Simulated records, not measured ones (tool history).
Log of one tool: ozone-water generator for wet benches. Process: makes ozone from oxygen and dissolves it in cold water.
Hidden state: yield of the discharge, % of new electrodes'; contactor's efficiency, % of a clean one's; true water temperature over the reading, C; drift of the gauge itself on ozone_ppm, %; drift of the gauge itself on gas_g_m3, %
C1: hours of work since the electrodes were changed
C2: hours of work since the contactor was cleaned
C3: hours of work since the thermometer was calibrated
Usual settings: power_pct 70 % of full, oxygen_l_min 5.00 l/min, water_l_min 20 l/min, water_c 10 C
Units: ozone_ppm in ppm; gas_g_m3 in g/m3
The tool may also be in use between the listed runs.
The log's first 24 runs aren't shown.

run 25 hour=2973.8 | power_pct=70 oxygen_l_min=4.09 water_l_min=20 water_c=5 | C1=2485 C2=2173 C3=1396 | ozone_ppm=25.3 gas_g_m3=273.9
run 26 hour=3078.0 | power_pct=80 oxygen_l_min=6.97 water_l_min=29 water_c=9 | C1=2561 C2=2249 C3=1472 | ozone_ppm=19.0 gas_g_m3=217.7
run 27 hour=3217.6 | power_pct=70 oxygen_l_min=3.61 water_l_min=14 water_c=10 | C1=2663 C2=2351 C3=1574 | ozone_ppm=33.8 gas_g_m3=290.2
run 28 hour=3328.7 | power_pct=55 oxygen_l_min=4.30 water_l_min=28 water_c=13 | C1=2744 C2=2433 C3=1655 | ozone_ppm=14.0 gas_g_m3=224.9
run 29 hour=3454.7 | power_pct=76 oxygen_l_min=7.57 water_l_min=28 water_c=9 | C1=2836 C2=2525 C3=1747 | ozone_ppm=19.3 gas_g_m3=199.6
run 30 hour=3602.8 | power_pct=70 oxygen_l_min=5.00 water_l_min=20 water_c=10 | C1=2944 C2=2633 C3=1855 | ozone_ppm=24.6 gas_g_m3=242.4
run 31 hour=3696.4 | power_pct=54 oxygen_l_min=3.17 water_l_min=15 water_c=11 | C1=3013 C2=2701 C3=1924 | ozone_ppm=26.3 gas_g_m3=262.4
run 32 hour=3826.4 | power_pct=43 oxygen_l_min=3.17 water_l_min=19 water_c=11 | C1=3108 C2=2796 C3=2019 | ozone_ppm=17.7 gas_g_m3=225.7

Forecast each of these 5 alternatives for the next run:
run A hour=3951.1 | power_pct=70 oxygen_l_min=4.44 water_l_min=20 water_c=15 | C1=3199 C2=2888 C3=2110 | ozone_ppm=? gas_g_m3=?
run B hour=3951.1 | power_pct=70 oxygen_l_min=5.00 water_l_min=26 water_c=10 | C1=3199 C2=2888 C3=2110 | ozone_ppm=? gas_g_m3=?
run C hour=3951.1 | power_pct=70 oxygen_l_min=2.81 water_l_min=16 water_c=17 | C1=3199 C2=2888 C3=2110 | ozone_ppm=? gas_g_m3=?
run D hour=3951.1 | power_pct=70 oxygen_l_min=5.00 water_l_min=20 water_c=13 | C1=3199 C2=2888 C3=2110 | ozone_ppm=? gas_g_m3=?
run E hour=3951.1 | power_pct=98 oxygen_l_min=5.11 water_l_min=20 water_c=10 | C1=3199 C2=2888 C3=2110 | ozone_ppm=? gas_g_m3=?

run=A ozone_ppm=23.0 gas_g_m3=256.7
run=B ozone_ppm=18.5 gas_g_m3=239.3
run=C ozone_ppm=27.0 gas_g_m3=332.3
run=D ozone_ppm=23.4 gas_g_m3=239.9
run=E ozone_ppm=29.9 gas_g_m3=293.2
Without the tool's hidden state the same runs would have given:
run=A ozone_ppm=25.0 gas_g_m3=268.8
run=B ozone_ppm=20.2 gas_g_m3=250.6
run=C ozone_ppm=29.2 gas_g_m3=348.0
run=D ozone_ppm=25.5 gas_g_m3=251.1
run=E ozone_ppm=32.9 gas_g_m3=310.1
